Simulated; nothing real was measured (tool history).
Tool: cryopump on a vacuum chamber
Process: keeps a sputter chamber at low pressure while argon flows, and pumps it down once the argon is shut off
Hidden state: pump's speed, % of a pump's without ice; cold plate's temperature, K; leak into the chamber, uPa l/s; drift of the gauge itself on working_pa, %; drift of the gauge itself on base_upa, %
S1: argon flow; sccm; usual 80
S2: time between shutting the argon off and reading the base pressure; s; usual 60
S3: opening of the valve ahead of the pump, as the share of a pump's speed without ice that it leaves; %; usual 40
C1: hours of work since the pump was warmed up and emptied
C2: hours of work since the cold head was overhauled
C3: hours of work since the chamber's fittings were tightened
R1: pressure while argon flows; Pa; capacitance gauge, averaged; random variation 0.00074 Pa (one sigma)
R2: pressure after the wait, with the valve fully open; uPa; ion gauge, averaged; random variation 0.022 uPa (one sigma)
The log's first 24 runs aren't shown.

run 25 hour=1900.1 | S1=80 S2=48 S3=31 | C1=864 C2=3357 C3=2819 | R1=0.1907 R2=2.29
run 26 hour=1990.4 | S1=80 S2=34 S3=40 | C1=934 C2=3427 C3=2889 | R1=0.153 R2=2.62
run 27 hour=2084.5 | S1=113 S2=60 S3=28 | C1=1006 C2=3499 C3=2961 | R1=0.3004 R2=2.26
run 28 hour=2147.9 | S1=113 S2=60 S3=28 | C1=1055 C2=3548 C3=3010 | R1=0.3007 R2=2.4
-- hour=2208.8 leaking fittings of the chamber tightened, without venting
run 29 hour=2212.5 | S1=113 S2=60 S3=28 | C1=1104 C2=3597 C3=3 | R1=0.302 R2=0.71
run 30 hour=2310.3 | S1=125 S2=112 S3=26 | C1=1179 C2=3672 C3=78 | R1=0.3601 R2=0.51
-- hour=2342.6 pump warmed up, emptied and cooled again
run 31 hour=2383.3 | S1=136 S2=112 S3=26 | C1=31 C2=3724 C3=131 | R1=0.3584 R2=0.44
run 32 hour=2473.6 | S1=136 S2=112 S3=26 | C1=101 C2=3794 C3=200 | R1=0.3581 R2=0.53
run 33 hour=2552.1 | S1=42 S2=205 S3=24 | C1=161 C2=3854 C3=261 | R1=0.1209 R2=0.38

3 ways to go on from here, each from the tool as it stands after run 33. What would each give?
run A hour=2667.5 | S1=42 S2=28 S3=24 | C1=250 C2=3943 C3=349 | R1=? R2=?
run B hour=2667.5 | S1=80 S2=60 S3=42 | C1=250 C2=3943 C3=349 | R1=? R2=?
run C hour=2667.5 | S1=33 S2=85 S3=20 | C1=250 C2=3943 C3=349 | R1=? R2=?

run=A R1=0.1218 R2=1.4
run=B R1=0.1339 R2=0.79
run=C R1=0.1125 R2=0.66
Without the tool's hidden state the same runs would have given:
run=A R1=0.119 R2=1.24
run=B R1=0.1285 R2=0.63
run=C R1=0.1103 R2=0.5

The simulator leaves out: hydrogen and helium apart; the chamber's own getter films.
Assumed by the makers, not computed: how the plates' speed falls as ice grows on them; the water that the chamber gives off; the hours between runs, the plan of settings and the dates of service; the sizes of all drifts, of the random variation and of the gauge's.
